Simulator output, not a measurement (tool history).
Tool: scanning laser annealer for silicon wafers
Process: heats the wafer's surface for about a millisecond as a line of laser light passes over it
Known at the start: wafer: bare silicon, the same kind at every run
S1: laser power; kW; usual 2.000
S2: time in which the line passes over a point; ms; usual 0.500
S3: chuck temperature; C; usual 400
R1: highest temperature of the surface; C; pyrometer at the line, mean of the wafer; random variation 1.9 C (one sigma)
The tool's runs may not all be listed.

Run 1, hour 0.0: usual settings. Result: R1 1140 C.
Run 2, hour 47.3: usual settings. Result: R1 1136 C.
Run 3, hour 95.0: usual settings but S2 0.509 ms. Result: R1 1144 C.
Run 4, hour 130.7: usual settings. Result: R1 1135 C.
Run 5, hour 162.3: usual settings. Result: R1 1135 C.
At hour 176.6: window over the wafer cleaned.
Run 6, hour 194.2: usual settings. Result: R1 1153 C.
Run 7, hour 243.4: usual settings. Result: R1 1152 C.
Run 8, hour 285.1: usual settings but S3 386 C. Result: R1 1135 C.
Run 9, hour 345.3: usual settings but S3 414 C. Result: R1 1161 C.
Run 10, hour 396.6: usual settings but S3 414 C. Result: R1 1161 C.
Run 11, hour 458.8: usual settings but S1 1.906 kW, S2 0.455 ms, S3 398 C. Result: R1 1072 C.
Run 12, hour 502.1: usual settings but S1 2.156 kW, S2 0.363 ms, S3 398 C. Result: R1 1082 C.
Run 13, hour 546.4: usual settings but S1 2.156 kW, S2 0.363 ms, S3 398 C. Result: R1 1080 C.
Run 14, hour 598.8: usual settings but S1 2.156 kW, S2 0.558 ms, S3 437 C. Result: R1 1286 C.
At hour 622.5: optics aligned, line set to its width.
Run 15, hour 664.3: usual settings but S1 1.975 kW, S2 0.468 ms, S3 437 C. Result: R1 1151 C.
Run 16, hour 723.9: usual settings but S1 2.135 kW, S2 0.424 ms, S3 367 C. Result: R1 1102 C.
Run 17, hour 784.7: usual settings but S2 0.504 ms, S3 390 C. Result: R1 1135 C.
Run 18, hour 830.8: usual settings but S1 2.149 kW, S2 0.504 ms, S3 425 C. Result: R1 1232 C.
Run 19, hour 865.2: usual settings but S1 2.149 kW, S2 0.504 ms, S3 406 C. Result: R1 1212 C.

Measured less the same run without the tool's hidden state. The same run-to-run variation is in both; the gauge's scatter may not be:
The hidden state here: light that passes the window, % of a clean one's; laser's true power over the reading, %; width of the line over the set one, %; drift of the gauge itself on peak_c, C.
run   R1
  1  -20
  2  -21
  3  -23
  4  -24
  5  -25
  6   -6
  7   -7
  8   -9
  9  -11
 10  -12
 11  -13
 12  -15
 13  -16
 14  -21
 15  -11
 16  -12
 17  -16
 18  -18
 19  -20

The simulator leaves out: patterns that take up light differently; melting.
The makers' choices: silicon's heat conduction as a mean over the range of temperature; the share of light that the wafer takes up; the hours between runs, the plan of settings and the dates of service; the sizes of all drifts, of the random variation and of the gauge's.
